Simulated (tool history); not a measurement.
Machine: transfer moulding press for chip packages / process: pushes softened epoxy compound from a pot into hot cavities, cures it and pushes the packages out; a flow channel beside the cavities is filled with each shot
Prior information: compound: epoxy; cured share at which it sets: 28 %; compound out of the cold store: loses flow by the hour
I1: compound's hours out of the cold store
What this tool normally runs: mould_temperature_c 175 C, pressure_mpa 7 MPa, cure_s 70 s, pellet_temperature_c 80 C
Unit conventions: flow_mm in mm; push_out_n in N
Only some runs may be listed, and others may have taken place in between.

Run 1, hour 0: usual settings; I1 46.6. Result: flow_mm 738 mm, push_out_n 327 N.
Run 2, hour 13.4: usual settings but pellet_temperature_c 85 C; I1 44.1. Result: flow_mm 743 mm, push_out_n 321 N.
Run 3, hour 29.5: usual settings but pellet_temperature_c 85 C; I1 17.1. Result: flow_mm 900 mm, push_out_n 354 N.
At hour 53: cavities cleaned with cleaning compound and waxed.
Run 4, hour 57.9: usual settings but pellet_temperature_c 85 C; I1 47.9. Result: flow_mm 729 mm, push_out_n 332 N.
Run 5, hour 74.5: usual settings but pressure_mpa 8.72 MPa; I1 27.8. Result: flow_mm 940 mm, push_out_n 358 N.
Run 6, hour 90: usual settings but pressure_mpa 8.72 MPa; I1 46.8. Result: flow_mm 812 mm, push_out_n 324 N.
Run 7, hour 106.5: usual settings; I1 32. Result: flow_mm 818 mm, push_out_n 335 N.
At hour 130.4: cavities cleaned with cleaning compound and waxed.
Run 8, hour 137.9: usual settings; I1 25.2. Result: flow_mm 847 mm, push_out_n 350 N.
Run 9, hour 154.9: usual settings; I1 24. Result: flow_mm 861 mm, push_out_n 347 N.
Run 10, hour 177.2: usual settings but pressure_mpa 5.4 MPa; I1 38.5. Result: flow_mm 682 mm, push_out_n 329 N.
At hour 190.2: plunger's sealing rings changed.
Run 11, hour 200.8: usual settings; I1 43.6. Result: flow_mm 740 mm, push_out_n 333 N.
At hour 208.2: cavities cleaned with cleaning compound and waxed.
Run 12, hour 227.5: usual settings; I1 21.7. Result: flow_mm 878 mm, push_out_n 343 N.
Run 13, hour 249.5: usual settings but cure_s 96 s; I1 28.2. Result: flow_mm 833 mm, push_out_n 267 N.
Run 14, hour 274.4: usual settings but cure_s 96 s; I1 46.7. Result: flow_mm 730 mm, push_out_n 261 N.
At hour 284.2: cavities cleaned with cleaning compound and waxed.
Run 15, hour 290.8: usual settings but pressure_mpa 8.68 MPa; I1 46.6. Result: flow_mm 823 mm, push_out_n 336 N.
Run 16, hour 304.7: usual settings but mould_temperature_c 174 C, pressure_mpa 8.7 MPa, cure_s 71 s, pellet_temperature_c 74 C; I1 9.2. Result: flow_mm 1081 mm, push_out_n 371 N.
Run 17, hour 329.5: usual settings but mould_temperature_c 180 C; I1 26.8. Result: flow_mm 837 mm, push_out_n 287 N.
Run 18, hour 352.9: usual settings but mould_temperature_c 180 C, pressure_mpa 7.22 MPa; I1 46.4. Result: flow_mm 736 mm, push_out_n 287 N.
At hour 360.4: cavities cleaned with cleaning compound and waxed.
Run 19, hour 372.5: usual settings but mould_temperature_c 169 C, pressure_mpa 7.35 MPa, cure_s 57 s, pellet_temperature_c 89 C; I1 21.2. Result: flow_mm 912 mm, push_out_n 818 N.
Run 20, hour 391: usual settings but mould_temperature_c 169 C, pressure_mpa 7.35 MPa, cure_s 57 s, pellet_temperature_c 89 C; I1 23.2. Result: flow_mm 908 mm, push_out_n 789 N.
Run 21, hour 412: usual settings but mould_temperature_c 169 C, pressure_mpa 7.35 MPa, cure_s 57 s, pellet_temperature_c 89 C; I1 21.8. Result: flow_mm 917 mm, push_out_n 814 N.
At hour 437: cavities cleaned with cleaning compound and waxed.
At hour 442.5: plunger's sealing rings changed.
Run 22, hour 444: usual settings but pressure_mpa 7.35 MPa, cure_s 57 s, pellet_temperature_c 76 C; I1 22.2. Result: flow_mm 894 mm, push_out_n 578 N.
Run 23, hour 457.7: usual settings but mould_temperature_c 169 C, cure_s 74 s, pellet_temperature_c 81 C; I1 36.1. Result: flow_mm 807 mm, push_out_n 425 N.
Run 24, hour 480.2: usual settings but mould_temperature_c 169 C, cure_s 74 s, pellet_temperature_c 81 C; I1 20.5. Result: flow_mm 907 mm, push_out_n 432 N.
Run 25, hour 508.1: usual settings but mould_temperature_c 167 C, pressure_mpa 6.13 MPa, cure_s 96 s; I1 21.1. Result: flow_mm 846 mm, push_out_n 326 N.
At hour 514.7: cavities cleaned with cleaning compound and waxed.
Run 26, hour 541.8: usual settings but mould_temperature_c 167 C, pressure_mpa 6.13 MPa, cure_s 96 s; I1 32.5. Result: flow_mm 781 mm, push_out_n 306 N.
Run 27, hour 561.9: usual settings but mould_temperature_c 172 C, pressure_mpa 6.13 MPa, cure_s 65 s, pellet_temperature_c 84 C; I1 18.6. Result: flow_mm 850 mm, push_out_n 507 N.
At hour 566.8: mould's thermocouples calibrated.
At hour 592.1: cavities cleaned with cleaning compound and waxed.
Run 28, hour 598.3: usual settings but mould_temperature_c 181 C, cure_s 69 s, pellet_temperature_c 81 C; I1 33.4. Result: flow_mm 796 mm, push_out_n 294 N.

Measured result minus the same run's result without the hidden state. Both carry the same run-to-run variation, though not necessarily the same gauge scatter:
Hidden conditions of the tool in this case: true mould temperature over the reading, C; pressure that reaches the compound, % of what is set; grip of the stained cavities, % over clean ones'; drift of the gauge itself on flow_mm, %; drift of the gauge itself on push_out_n, %.
run  push_out_n
  1          +2
  2          +3
  3          +3
  4          +0
  5          +2
  6          +2
  7          +4
  8          +1
  9          +2
 10          +3
 11          +4
 12          +2
 13          +2
 14          +3
 15          +1
 16          +2
 17          +3
 18          +4
 19          +4
 20          +7
 21          +9
 22          +1
 23          +2
 24          +5
 25          +3
 26          +2
 27          +6
 28          +0
flow_mm: differs from the measured result by no more than 1 mm in any run.
